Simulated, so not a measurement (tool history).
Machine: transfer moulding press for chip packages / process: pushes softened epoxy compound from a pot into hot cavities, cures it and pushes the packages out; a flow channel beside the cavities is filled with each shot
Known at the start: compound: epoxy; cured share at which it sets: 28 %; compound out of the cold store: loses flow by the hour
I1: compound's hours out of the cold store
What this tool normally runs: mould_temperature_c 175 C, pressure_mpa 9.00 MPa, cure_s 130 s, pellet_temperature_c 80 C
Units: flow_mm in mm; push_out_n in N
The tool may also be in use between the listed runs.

run 1 hour=0.0 | mould_temperature_c=175 pressure_mpa=9.00 cure_s=130 pellet_temperature_c=80 | I1=39.9 | flow_mm=554 push_out_n=533
run 2 hour=61.4 | mould_temperature_c=175 pressure_mpa=9.00 cure_s=130 pellet_temperature_c=80 | I1=22.0 | flow_mm=610 push_out_n=473
run 3 hour=122.5 | mould_temperature_c=175 pressure_mpa=9.00 cure_s=130 pellet_temperature_c=80 | I1=45.9 | flow_mm=520 push_out_n=383
run 4 hour=149.2 | mould_temperature_c=175 pressure_mpa=9.00 cure_s=130 pellet_temperature_c=80 | I1=30.6 | flow_mm=577 push_out_n=498
run 5 hour=182.1 | mould_temperature_c=175 pressure_mpa=9.00 cure_s=130 pellet_temperature_c=80 | I1=19.6 | flow_mm=608 push_out_n=600
run 6 hour=221.4 | mould_temperature_c=175 pressure_mpa=9.00 cure_s=130 pellet_temperature_c=80 | I1=40.8 | flow_mm=535 push_out_n=464
run 7 hour=280.8 | mould_temperature_c=175 pressure_mpa=9.00 cure_s=130 pellet_temperature_c=80 | I1=43.9 | flow_mm=517 push_out_n=588
run 8 hour=309.0 | mould_temperature_c=175 pressure_mpa=9.00 cure_s=130 pellet_temperature_c=80 | I1=18.7 | flow_mm=609 push_out_n=477
run 9 hour=369.5 | mould_temperature_c=175 pressure_mpa=9.00 cure_s=130 pellet_temperature_c=71 | I1=14.7 | flow_mm=621 push_out_n=424
run 10 hour=421.5 | mould_temperature_c=175 pressure_mpa=9.00 cure_s=130 pellet_temperature_c=80 | I1=37.8 | flow_mm=533 push_out_n=560
run 11 hour=464.2 | mould_temperature_c=176 pressure_mpa=9.00 cure_s=130 pellet_temperature_c=74 | I1=25.5 | flow_mm=628 push_out_n=415
run 12 hour=497.3 | mould_temperature_c=176 pressure_mpa=7.39 cure_s=125 pellet_temperature_c=73 | I1=42.4 | flow_mm=502 push_out_n=546
run 13 hour=547.8 | mould_temperature_c=173 pressure_mpa=9.00 cure_s=130 pellet_temperature_c=78 | I1=33.3 | flow_mm=599 push_out_n=471
run 14 hour=574.9 | mould_temperature_c=173 pressure_mpa=9.37 cure_s=130 pellet_temperature_c=78 | I1=31.8 | flow_mm=609 push_out_n=543
run 15 hour=605.0 | mould_temperature_c=175 pressure_mpa=8.61 cure_s=130 pellet_temperature_c=90 | I1=22.9 | flow_mm=610 push_out_n=592
run 16 hour=653.6 | mould_temperature_c=175 pressure_mpa=8.61 cure_s=130 pellet_temperature_c=90 | I1=14.2 | flow_mm=648 push_out_n=512
run 17 hour=693.7 | mould_temperature_c=175 pressure_mpa=8.61 cure_s=130 pellet_temperature_c=90 | I1=25.0 | flow_mm=597 push_out_n=582
run 18 hour=751.3 | mould_temperature_c=175 pressure_mpa=8.61 cure_s=130 pellet_temperature_c=90 | I1=35.0 | flow_mm=555 push_out_n=532
run 19 hour=803.3 | mould_temperature_c=175 pressure_mpa=8.61 cure_s=130 pellet_temperature_c=90 | I1=39.4 | flow_mm=533 push_out_n=462
run 20 hour=854.5 | mould_temperature_c=170 pressure_mpa=9.00 cure_s=130 pellet_temperature_c=80 | I1=42.5 | flow_mm=539 push_out_n=688

Withheld: 12 entries from between the runs. Position of each, and hidden state at the listed run before versus the listed run after:
Run 1 -> run 2: cavities cleaned with cleaning compound and waxed (hour 38.8)
  true mould temperature over the reading, C: 0.68 -> 0.72; pressure that reaches the compound, % of what is set: 92.39 -> 90.83; grip of the stained cavities, % over clean ones': 42.8 -> 23.3
  measured less the result without the state, flow_mm: -24 -> -32 mm; push_out_n: +155 -> +84 N
Run 2 -> run 3: cavities cleaned with cleaning compound and waxed (hour 121.0)
  true mould temperature over the reading, C: 0.72 -> 0.77; pressure that reaches the compound, % of what is set: 90.83 -> 89.4; grip of the stained cavities, % over clean ones': 23.3 -> 6.1
  measured less the result without the state, flow_mm: -32 -> -31 mm; push_out_n: +84 -> +17 N
Run 5 -> run 6: mould's thermocouples calibrated (hour 204.5); cavities cleaned with cleaning compound and waxed (hour 206.0)
  true mould temperature over the reading, C: 0.82 -> 0.27; pressure that reaches the compound, % of what is set: 87.82 -> 86.92; grip of the stained cavities, % over clean ones': 51.5 -> 16.7
  measured less the result without the state, flow_mm: -42 -> -39 mm; push_out_n: +195 -> +64 N
Run 7 -> run 8: cavities cleaned with cleaning compound and waxed (hour 286.0)
  true mould temperature over the reading, C: 0.32 -> 0.34; pressure that reaches the compound, % of what is set: 85.46 -> 84.79; grip of the stained cavities, % over clean ones': 56.5 -> 25.4
  measured less the result without the state, flow_mm: -43 -> -53 mm; push_out_n: +210 -> +94 N
Run 8 -> run 9: cavities cleaned with cleaning compound and waxed (hour 369.5)
  true mould temperature over the reading, C: 0.34 -> 0.38; pressure that reaches the compound, % of what is set: 84.79 -> 83.46; grip of the stained cavities, % over clean ones': 25.4 -> 4.2
  measured less the result without the state, flow_mm: -53 -> -59 mm; push_out_n: +94 -> +13 N
Run 10 -> run 11: plunger's sealing rings changed (hour 437.8); cavities cleaned with cleaning compound and waxed (hour 454.7)
  true mould temperature over the reading, C: 0.43 -> 0.46; pressure that reaches the compound, % of what is set: 82.25 -> 99.2; grip of the stained cavities, % over clean ones': 46.7 -> 12
  measured less the result without the state, flow_mm: -56 -> -4 mm; push_out_n: +177 -> +41 N
Run 12 -> run 13: cavities cleaned with cleaning compound and waxed (hour 536.5)
  true mould temperature over the reading, C: 0.48 -> 0.52; pressure that reaches the compound, % of what is set: 98.42 -> 97.24; grip of the stained cavities, % over clean ones': 40 -> 16.7
  measured less the result without the state, flow_mm: -5 -> -9 mm; push_out_n: +152 -> +62 N
Run 15 -> run 16: cavities cleaned with cleaning compound and waxed (hour 619.8)
  true mould temperature over the reading, C: 0.56 -> 0.6; pressure that reaches the compound, % of what is set: 95.81 -> 94.63; grip of the stained cavities, % over clean ones': 54 -> 33.1
  measured less the result without the state, flow_mm: -14 -> -19 mm; push_out_n: +202 -> +122 N
Run 17 -> run 18: cavities cleaned with cleaning compound and waxed (hour 702.6)
  true mould temperature over the reading, C: 0.63 -> 0.67; pressure that reaches the compound, % of what is set: 93.58 -> 92.2; grip of the stained cavities, % over clean ones': 55.8 -> 40.7
  measured less the result without the state, flow_mm: -22 -> -24 mm; push_out_n: +206 -> +150 N
Run 18 -> run 19: cavities cleaned with cleaning compound and waxed (hour 784.4)
  true mould temperature over the reading, C: 0.67 -> 0.71; pressure that reaches the compound, % of what is set: 92.2 -> 90.93; grip of the stained cavities, % over clean ones': 40.7 -> 19.8
  measured less the result without the state, flow_mm: -24 -> -28 mm; push_out_n: +150 -> +72 N
